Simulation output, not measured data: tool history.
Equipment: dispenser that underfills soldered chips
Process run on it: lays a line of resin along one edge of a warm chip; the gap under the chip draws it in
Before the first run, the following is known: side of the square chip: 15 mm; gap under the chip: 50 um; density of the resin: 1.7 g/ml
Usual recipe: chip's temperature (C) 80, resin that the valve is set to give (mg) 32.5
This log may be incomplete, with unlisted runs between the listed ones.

run   hour  chip's temperature (C)  resin that the valve is set to give (mg)  time until the resin shows at the far edge (s)  resin that the valve gave (mg)
  1    0.0                      80                                      32.5                                           317.7                           32.49
  2    8.1                      80                                      32.5                                           397.0                           32.26
  3   12.2                      80                                      32.5                                           442.1                           32.15
  4   16.9                      80                                      32.5                                           320.9                           32.20
  5   21.6                      80                                      31.4                                           370.3                           30.91
  6   28.8                      80                                      30.9                                           446.2                           30.66
  7   35.7                      80                                      32.5                                           359.8                           31.77
  8   43.3                      80                                      32.5                                           432.6                           31.64
  9   49.4                      80                                      34.8                                           324.5                           33.85
 10   54.3                      80                                      34.8                                           377.3                           33.71
 11   59.2                      80                                      34.8                                           436.6                           33.59
 12   64.2                      76                                      32.5                                           368.8                           31.29
 13   68.5                      76                                      32.5                                           429.6                           31.04
 14   74.1                      80                                      32.5                                           420.9                           31.01
 15   79.8                      80                                      32.5                                           322.5                           31.01
 16   85.4                      80                                      32.5                                           365.3                           30.99
 17   93.6                      80                                      31.1                                           480.6                           29.42
 18  100.3                      80                                      28.6                                           369.3                           26.93
 19  108.8                      80                                      28.6                                           467.8                           26.90
 20  117.4                      87                                      32.5                                           278.2                           32.63
 21  124.6                      82                                      33.5                                           406.1                           33.11
 22  132.6                      73                                      37.9                                           475.7                           37.52
 23  136.9                      83                                      30.2                                           368.0                           29.64
 24  141.2                      90                                      27.6                                           322.3                           26.94
 25  145.7                      66                                      29.6                                           613.7                           29.09
 26  151.8                      94                                      38.8                                           225.7                           37.85
 27  156.4                      75                                      36.1                                           557.2                           35.33
 28  163.5                      84                                      31.7                                           296.8                           30.95
 29  167.9                      70                                      28.7                                           605.3                           27.91
 30  173.1                      70                                      28.7                                           704.3                           27.61
 31  182.3                      70                                      28.7                                           574.0                           27.71
 32  185.9                      70                                      28.7                                           644.5                           27.70
 33  193.8                      76                                      29.9                                           400.8                           28.62
 34  200.7                      93                                      29.5                                           252.7                           28.14
 35  209.3                      93                                      29.5                                           205.4                           28.28
 36  214.1                      93                                      29.5                                           232.1                           28.10

Withheld: 14 entries from between the runs. Position of each, and hidden state at the listed run before versus the listed run after:
From run 3 to run 4: new syringe of resin (hour 15.7)
  resin's viscosity, % of fresh resin's: 144.2 -> 104.1; dose that the valve gives, % of what is set: 99.13 -> 98.9; true chip temperature over the reading, C: 0.12 -> 0.11
  difference, measured minus the result without the unlogged condition, time until the resin shows at the far edge (s): +134.3 -> +11.6; resin that the valve gave (mg): -0.28 -> -0.36
From run 6 to run 7: new syringe of resin (hour 31.5)
  resin's viscosity, % of fresh resin's: 145.8 -> 112.8; dose that the valve gives, % of what is set: 98.26 -> 97.9; true chip temperature over the reading, C: 0.07 -> 0.06
  difference, measured minus the result without the unlogged condition, time until the resin shows at the far edge (s): +140.0 -> +40.8; resin that the valve gave (mg): -0.54 -> -0.68
From run 8 to run 9: new syringe of resin (hour 47.4)
  resin's viscosity, % of fresh resin's: 139.7 -> 107.1; dose that the valve gives, % of what is set: 97.51 -> 97.18; true chip temperature over the reading, C: 0.03 -> 0.02
  difference, measured minus the result without the unlogged condition, time until the resin shows at the far edge (s): +123.0 -> +21.7; resin that the valve gave (mg): -0.81 -> -0.98
From run 11 to run 12: new syringe of resin (hour 63.2)
  resin's viscosity, % of fresh resin's: 141.4 -> 102.3; dose that the valve gives, % of what is set: 96.64 -> 96.39; true chip temperature over the reading, C: -0.01 -> -0.02
  difference, measured minus the result without the unlogged condition, time until the resin shows at the far edge (s): +128.6 -> +9.7; resin that the valve gave (mg): -1.17 -> -1.17
From run 14 to run 15: new syringe of resin (hour 79.0)
  resin's viscosity, % of fresh resin's: 135.3 -> 102.1; dose that the valve gives, % of what is set: 95.86 -> 95.57; true chip temperature over the reading, C: -0.05 -> -0.07
  difference, measured minus the result without the unlogged condition, time until the resin shows at the far edge (s): +111.9 -> +8.8; resin that the valve gave (mg): -1.33 -> -1.43
From run 17 to run 18: new syringe of resin (hour 95.1)
  resin's viscosity, % of fresh resin's: 150.7 -> 115.1; dose that the valve gives, % of what is set: 94.85 -> 94.5; true chip temperature over the reading, C: -0.11 -> -0.13
  difference, measured minus the result without the unlogged condition, time until the resin shows at the far edge (s): +165.1 -> +53.3; resin that the valve gave (mg): -1.60 -> -1.57
From run 19 to run 20: new syringe of resin (hour 111.3); dispensing valve cleaned and set on the balance (hour 114.7)
  resin's viscosity, % of fresh resin's: 146.2 -> 116.1; dose that the valve gives, % of what is set: 94.07 -> 99.79; true chip temperature over the reading, C: -0.15 -> -0.17
  difference, measured minus the result without the unlogged condition, time until the resin shows at the far edge (s): +153.2 -> +40.1; resin that the valve gave (mg): -1.69 -> -0.07
From run 21 to run 22: new syringe of resin (hour 128.2)
  resin's viscosity, % of fresh resin's: 142 -> 116; dose that the valve gives, % of what is set: 99.4 -> 98.97; true chip temperature over the reading, C: -0.2 -> -0.22
  difference, measured minus the result without the unlogged condition, time until the resin shows at the far edge (s): +122.5 -> +69.4; resin that the valve gave (mg): -0.20 -> -0.39
From run 24 to run 25: new syringe of resin (hour 143.9)
  resin's viscosity, % of fresh resin's: 148.1 -> 106.7; dose that the valve gives, % of what is set: 98.51 -> 98.25; true chip temperature over the reading, C: -0.25 -> -0.26
  difference, measured minus the result without the unlogged condition, time until the resin shows at the far edge (s): +107.5 -> +46.4; resin that the valve gave (mg): -0.41 -> -0.52
From run 27 to run 28: new syringe of resin (hour 160.2)
  resin's viscosity, % of fresh resin's: 144.4 -> 110.6; dose that the valve gives, % of what is set: 97.66 -> 97.31; true chip temperature over the reading, C: -0.29 -> -0.31
  difference, measured minus the result without the unlogged condition, time until the resin shows at the far edge (s): +176.3 -> +32.3; resin that the valve gave (mg): -0.84 -> -0.85
From run 30 to run 31: new syringe of resin (hour 175.8)
  resin's viscosity, % of fresh resin's: 145.4 -> 119; dose that the valve gives, % of what is set: 96.77 -> 96.31; true chip temperature over the reading, C: -0.34 -> -0.37
  difference, measured minus the result without the unlogged condition, time until the resin shows at the far edge (s): +229.5 -> +102.1; resin that the valve gave (mg): -0.92 -> -1.05
From run 32 to run 33: new syringe of resin (hour 191.6)
  resin's viscosity, % of fresh resin's: 131.8 -> 106.3; dose that the valve gives, % of what is set: 96.1 -> 95.66; true chip temperature over the reading, C: -0.38 -> -0.4
  difference, measured minus the result without the unlogged condition, time until the resin shows at the far edge (s): +166.5 -> +32.4; resin that the valve gave (mg): -1.13 -> -1.30
From run 34 to run 35: new syringe of resin (hour 207.8)
  resin's viscosity, % of fresh resin's: 129.3 -> 105.8; dose that the valve gives, % of what is set: 95.33 -> 94.9; true chip temperature over the reading, C: -0.43 -> -0.45
  difference, measured minus the result without the unlogged condition, time until the resin shows at the far edge (s): +61.6 -> +16.0; resin that the valve gave (mg): -1.38 -> -1.53
